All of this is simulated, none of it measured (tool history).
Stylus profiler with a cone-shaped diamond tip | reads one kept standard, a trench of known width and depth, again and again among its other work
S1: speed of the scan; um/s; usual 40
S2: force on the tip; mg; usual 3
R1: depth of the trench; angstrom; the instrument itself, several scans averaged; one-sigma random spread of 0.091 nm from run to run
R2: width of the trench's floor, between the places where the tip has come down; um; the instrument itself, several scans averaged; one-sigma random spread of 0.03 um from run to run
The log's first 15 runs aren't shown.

run	hour	S1	S2	R1	R2
16	507.2	40	3	2025.1	27.74
17	549.1	40	3	2024.3	27.74
18	581.9	40	3	2023.9	27.72
19	631.7	40	5.04	2035.3	27.73
20	653.8	40	3	2023.4	27.73
21	695.2	150	3	2023.8	27.46
22	740.1	25	3	2022.8	27.75
# hour 742.8: height scale calibrated on a step standard
23	771.5	158	8.75	2049.4	27.54
24	801.4	17	2.01	2015.3	27.78
25	848.5	42	1.92	2013.6	27.6

Forecast run 26:
26	885.5	42	1.92	?	?

{"run 26": {"R1": 2014, "R2": 27.63}}
On a tool with no hidden condition, and with the same random variation, this run would have come out at R1 2020.4 angstrom, R2 27.88 um.
